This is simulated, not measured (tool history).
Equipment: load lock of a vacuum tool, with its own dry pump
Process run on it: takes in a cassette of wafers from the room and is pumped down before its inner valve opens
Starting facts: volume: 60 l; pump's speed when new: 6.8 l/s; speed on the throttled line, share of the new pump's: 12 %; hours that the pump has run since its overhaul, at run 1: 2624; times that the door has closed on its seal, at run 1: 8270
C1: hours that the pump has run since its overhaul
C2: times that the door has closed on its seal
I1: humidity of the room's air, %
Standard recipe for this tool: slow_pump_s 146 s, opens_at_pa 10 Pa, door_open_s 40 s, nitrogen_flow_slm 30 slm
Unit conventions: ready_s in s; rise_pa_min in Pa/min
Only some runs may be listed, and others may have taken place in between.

{"run": 1, "hour": 0.0, "slow_pump_s": 146, "opens_at_pa": 10, "door_open_s": 40, "nitrogen_flow_slm": 30, "C1": 2624, "C2": 8270, "I1": 43.2, "ready_s": 212.1, "rise_pa_min": 0.014}
{"run": 2, "hour": 67.3, "slow_pump_s": 146, "opens_at_pa": 10, "door_open_s": 40, "nitrogen_flow_slm": 30, "C1": 2691, "C2": 8343, "I1": 45.4, "ready_s": 210.9, "rise_pa_min": 0.017}
{"run": 3, "hour": 154.4, "slow_pump_s": 146, "opens_at_pa": 10, "door_open_s": 40, "nitrogen_flow_slm": 30, "C1": 2779, "C2": 8438, "I1": 43.9, "ready_s": 209.4, "rise_pa_min": 0.012}
{"run": 4, "hour": 229.5, "slow_pump_s": 150, "opens_at_pa": 10, "door_open_s": 40, "nitrogen_flow_slm": 30, "C1": 2854, "C2": 8520, "I1": 46.9, "ready_s": 212.7, "rise_pa_min": 0.014}
{"run": 5, "hour": 307.2, "slow_pump_s": 150, "opens_at_pa": 7, "door_open_s": 40, "nitrogen_flow_slm": 30, "C1": 2931, "C2": 8604, "I1": 45.3, "ready_s": 218.1, "rise_pa_min": 0.02}
{"run": 6, "hour": 371.5, "slow_pump_s": 150, "opens_at_pa": 7, "door_open_s": 40, "nitrogen_flow_slm": 30, "C1": 2996, "C2": 8674, "I1": 46.7, "ready_s": 215.4, "rise_pa_min": 0.018}
{"run": 7, "hour": 462.8, "slow_pump_s": 150, "opens_at_pa": 7, "door_open_s": 40, "nitrogen_flow_slm": 30, "C1": 3087, "C2": 8774, "I1": 47.6, "ready_s": 219.0, "rise_pa_min": 0.016}
{"run": 8, "hour": 572.2, "slow_pump_s": 146, "opens_at_pa": 10, "door_open_s": 40, "nitrogen_flow_slm": 30, "C1": 3196, "C2": 8893, "I1": 46.6, "ready_s": 210.9, "rise_pa_min": 0.009}
{"run": 9, "hour": 655.2, "slow_pump_s": 146, "opens_at_pa": 14, "door_open_s": 40, "nitrogen_flow_slm": 30, "C1": 3279, "C2": 8984, "I1": 43.4, "ready_s": 209.2, "rise_pa_min": 0.012}
{"run": 10, "hour": 752.3, "slow_pump_s": 146, "opens_at_pa": 10, "door_open_s": 40, "nitrogen_flow_slm": 30, "C1": 3376, "C2": 9089, "I1": 41.6, "ready_s": 210.0, "rise_pa_min": 0.013}
{"run": 11, "hour": 836.7, "slow_pump_s": 146, "opens_at_pa": 10, "door_open_s": 40, "nitrogen_flow_slm": 30, "C1": 3461, "C2": 9181, "I1": 40.0, "ready_s": 210.2, "rise_pa_min": 0.017}
{"run": 12, "hour": 929.7, "slow_pump_s": 146, "opens_at_pa": 10, "door_open_s": 27, "nitrogen_flow_slm": 30, "C1": 3554, "C2": 9283, "I1": 41.2, "ready_s": 214.3, "rise_pa_min": 0.01}
{"run": 13, "hour": 1005.9, "slow_pump_s": 146, "opens_at_pa": 10, "door_open_s": 40, "nitrogen_flow_slm": 7, "C1": 3630, "C2": 9366, "I1": 47.0, "ready_s": 210.5, "rise_pa_min": 0.028}
{"run": 14, "hour": 1079.7, "slow_pump_s": 146, "opens_at_pa": 10, "door_open_s": 40, "nitrogen_flow_slm": 39, "C1": 3704, "C2": 9446, "I1": 47.1, "ready_s": 210.0, "rise_pa_min": 0.011}
{"run": 15, "hour": 1166.3, "slow_pump_s": 146, "opens_at_pa": 19, "door_open_s": 40, "nitrogen_flow_slm": 15, "C1": 3790, "C2": 9540, "I1": 45.4, "ready_s": 205.7, "rise_pa_min": 0.023}
{"run": 16, "hour": 1243.8, "slow_pump_s": 146, "opens_at_pa": 19, "door_open_s": 40, "nitrogen_flow_slm": 15, "C1": 3868, "C2": 9625, "I1": 45.5, "ready_s": 206.5, "rise_pa_min": 0.018}
{"run": 17, "hour": 1355.2, "slow_pump_s": 146, "opens_at_pa": 19, "door_open_s": 40, "nitrogen_flow_slm": 15, "C1": 3979, "C2": 9746, "I1": 39.2, "ready_s": 204.4, "rise_pa_min": 0.019}
{"run": 18, "hour": 1434.3, "slow_pump_s": 88, "opens_at_pa": 10, "door_open_s": 177, "nitrogen_flow_slm": 5, "C1": 4058, "C2": 9832, "I1": 46.0, "ready_s": 158.4, "rise_pa_min": 0.087}
{"run": 19, "hour": 1529.5, "slow_pump_s": 155, "opens_at_pa": 10, "door_open_s": 40, "nitrogen_flow_slm": 18, "C1": 4154, "C2": 9936, "I1": 44.3, "ready_s": 219.7, "rise_pa_min": 0.017}
{"run": 20, "hour": 1586.9, "slow_pump_s": 79, "opens_at_pa": 10, "door_open_s": 68, "nitrogen_flow_slm": 9, "C1": 4211, "C2": 9999, "I1": 47.7, "ready_s": 151.5, "rise_pa_min": 0.041}

Run 21 comes next. What will it give?
{"run": 21, "hour": 1686.7, "slow_pump_s": 79, "opens_at_pa": 10, "door_open_s": 68, "nitrogen_flow_slm": 9, "C1": 4311, "C2": 10107, "I1": 44.6, "ready_s": "?", "rise_pa_min": "?"}

ready_s: 152.3 s
rise_pa_min: 0.036 Pa/min
Had the tool carried no hidden state, the very same run would have given ready_s 152.2 s, rise_pa_min 0.036 Pa/min.

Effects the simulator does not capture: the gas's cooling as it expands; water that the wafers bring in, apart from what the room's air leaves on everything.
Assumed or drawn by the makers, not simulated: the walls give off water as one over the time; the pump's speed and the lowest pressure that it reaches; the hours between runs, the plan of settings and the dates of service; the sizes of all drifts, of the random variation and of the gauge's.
